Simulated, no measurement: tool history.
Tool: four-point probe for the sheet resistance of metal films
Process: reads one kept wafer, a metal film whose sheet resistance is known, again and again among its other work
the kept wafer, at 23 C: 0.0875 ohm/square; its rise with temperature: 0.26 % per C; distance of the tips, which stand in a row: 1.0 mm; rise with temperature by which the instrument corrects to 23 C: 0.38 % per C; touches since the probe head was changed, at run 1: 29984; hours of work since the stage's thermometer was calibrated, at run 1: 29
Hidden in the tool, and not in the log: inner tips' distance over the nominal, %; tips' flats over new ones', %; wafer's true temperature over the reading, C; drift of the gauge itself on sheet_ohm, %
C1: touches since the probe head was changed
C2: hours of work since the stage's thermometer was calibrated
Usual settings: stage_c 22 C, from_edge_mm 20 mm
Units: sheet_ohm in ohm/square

Run 1, day 0: usual settings; C1 29984; C2 29. Result: sheet_ohm 0.087754 ohm/square.
Run 2, day 1.85: usual settings; C1 31706; C2 58. Result: sheet_ohm 0.087728 ohm/square.
Run 3, day 2.788: usual settings; C1 32578; C2 73. Result: sheet_ohm 0.087759 ohm/square.
Run 4, day 4.104: usual settings; C1 33803; C2 94. Result: sheet_ohm 0.087724 ohm/square.
Run 5, day 5.604: usual settings but stage_c 23 C; C1 35201; C2 118. Result: sheet_ohm 0.087622 ohm/square.
Run 6, day 6.725: usual settings but stage_c 23 C; C1 36243; C2 136. Result: sheet_ohm 0.087591 ohm/square.
Run 7, day 7.917: usual settings but stage_c 33 C; C1 37351; C2 155. Result: sheet_ohm 0.086586 ohm/square.
Run 8, day 9.262: usual settings; C1 38605; C2 177. Result: sheet_ohm 0.087723 ohm/square.
Run 9, day 11.425: usual settings; C1 40616; C2 211. Result: sheet_ohm 0.087707 ohm/square.
Run 10, day 12.592: usual settings; C1 41704; C2 230. Result: sheet_ohm 0.087716 ohm/square.
Run 11, day 14.288: usual settings; C1 43282; C2 257. Result: sheet_ohm 0.087717 ohm/square.
Run 12, day 16.25: usual settings but stage_c 30 C; C1 45109; C2 288. Result: sheet_ohm 0.086918 ohm/square.
Run 13, day 18.017: usual settings but stage_c 30 C; C1 46753; C2 316. Result: sheet_ohm 0.086872 ohm/square.
Run 14, day 20.112: usual settings but stage_c 30 C; C1 48704; C2 350. Result: sheet_ohm 0.086893 ohm/square.
Run 15, day 21.554: usual settings but stage_c 30 C; C1 50043; C2 372. Result: sheet_ohm 0.086906 ohm/square.
Run 16, day 23.512: usual settings but stage_c 30 C; C1 51865; C2 404. Result: sheet_ohm 0.086874 ohm/square.
Run 17, day 25.075: usual settings but stage_c 30 C; C1 53322; C2 429. Result: sheet_ohm 0.086898 ohm/square.
Run 18, day 26.062: usual settings but stage_c 30 C; C1 54239; C2 444. Result: sheet_ohm 0.086905 ohm/square.
Run 19, day 27.908: usual settings but stage_c 30 C; C1 55956; C2 474. Result: sheet_ohm 0.086876 ohm/square.
Run 20, day 29.829: usual settings; C1 57745; C2 504. Result: sheet_ohm 0.087731 ohm/square.
Run 21, day 30.842: usual settings; C1 58687; C2 521. Result: sheet_ohm 0.087744 ohm/square.
Run 22, day 32.188: usual settings; C1 59938; C2 542. Result: sheet_ohm 0.087754 ohm/square.
Run 23, day 33.671: usual settings; C1 61321; C2 566. Result: sheet_ohm 0.087679 ohm/square.
Run 24, day 35.046: usual settings but from_edge_mm 28 mm; C1 62600; C2 588. Result: sheet_ohm 0.087672 ohm/square.
Run 25, day 36.183: usual settings but stage_c 27 C, from_edge_mm 8 mm; C1 63659; C2 606. Result: sheet_ohm 0.087821 ohm/square.
Run 26, day 37.412: usual settings but stage_c 34 C, from_edge_mm 32 mm; C1 64802; C2 625. Result: sheet_ohm 0.086417 ohm/square.
Run 27, day 38.438: usual settings but stage_c 34 C, from_edge_mm 32 mm; C1 65758; C2 642. Result: sheet_ohm 0.086459 ohm/square.
Run 28, day 40.125: usual settings but stage_c 26 C; C1 67326; C2 668. Result: sheet_ohm 0.087313 ohm/square.
Run 29, day 41.979: usual settings but stage_c 27 C; C1 69053; C2 698. Result: sheet_ohm 0.087188 ohm/square.
Run 30, day 44: usual settings but stage_c 28 C, from_edge_mm 6 mm; C1 70932; C2 730. Result: sheet_ohm 0.088259 ohm/square.
Run 31, day 45.921: usual settings but from_edge_mm 44 mm; C1 72721; C2 761. Result: sheet_ohm 0.087627 ohm/square.
Run 32, day 47.217: usual settings but stage_c 21 C, from_edge_mm 25 mm; C1 73925; C2 782. Result: sheet_ohm 0.087781 ohm/square.
Run 33, day 49.354: usual settings but stage_c 21 C, from_edge_mm 25 mm; C1 75915; C2 816. Result: sheet_ohm 0.087806 ohm/square.
Run 34, day 51.3: usual settings but stage_c 27 C, from_edge_mm 66 mm; C1 77727; C2 847. Result: sheet_ohm 0.087111 ohm/square.
Run 35, day 53.204: usual settings but stage_c 20 C, from_edge_mm 49 mm; C1 79498; C2 877. Result: sheet_ohm 0.087862 ohm/square.
Run 36, day 55.033: usual settings but stage_c 25 C, from_edge_mm 52 mm; C1 81202; C2 906. Result: sheet_ohm 0.087299 ohm/square.
Run 37, day 56.921: usual settings but stage_c 25 C, from_edge_mm 52 mm; C1 82956; C2 936. Result: sheet_ohm 0.087315 ohm/square.
Run 38, day 58.462: usual settings but stage_c 25 C, from_edge_mm 52 mm; C1 84393; C2 961. Result: sheet_ohm 0.087301 ohm/square.
Run 39, day 59.646: usual settings but stage_c 18 C, from_edge_mm 30 mm; C1 85492; C2 980. Result: sheet_ohm 0.088115 ohm/square.
Run 40, day 61.046: usual settings but stage_c 18 C, from_edge_mm 30 mm; C1 86798; C2 1002. Result: sheet_ohm 0.088103 ohm/square.
Run 41, day 62.8: usual settings but stage_c 23 C, from_edge_mm 58 mm; C1 88428; C2 1030. Result: sheet_ohm 0.087502 ohm/square.
Run 42, day 64.625: usual settings but stage_c 23 C, from_edge_mm 58 mm; C1 90128; C2 1059. Result: sheet_ohm 0.087536 ohm/square.
Run 43, day 66.283: usual settings but stage_c 32 C, from_edge_mm 15 mm; C1 91670; C2 1085. Result: sheet_ohm 0.086855 ohm/square.
Run 44, day 67.604: usual settings but stage_c 32 C, from_edge_mm 15 mm; C1 92899; C2 1107. Result: sheet_ohm 0.086804 ohm/square.
Run 45, day 68.688: usual settings but stage_c 32 C, from_edge_mm 15 mm; C1 93910; C2 1124. Result: sheet_ohm 0.086773 ohm/square.

Forecast each of these 3 alternatives for the next run:
Run A, day 69.742: usual settings but stage_c 25 C, from_edge_mm 10 mm; C1 94889; C2 1141. Result: sheet_ohm ?.
Run B, day 69.742: usual settings but stage_c 27 C, from_edge_mm 6 mm; C1 94889; C2 1141. Result: sheet_ohm ?.
Run C, day 69.742: usual settings but stage_c 26 C; C1 94889; C2 1141. Result: sheet_ohm ?.

run  sheet_ohm
  A   0.087751
  B    0.08836
  C   0.087361
Without the tool's hidden state the same runs would have given:
run  sheet_ohm
  A   0.087748
  B   0.088356
  C   0.087357
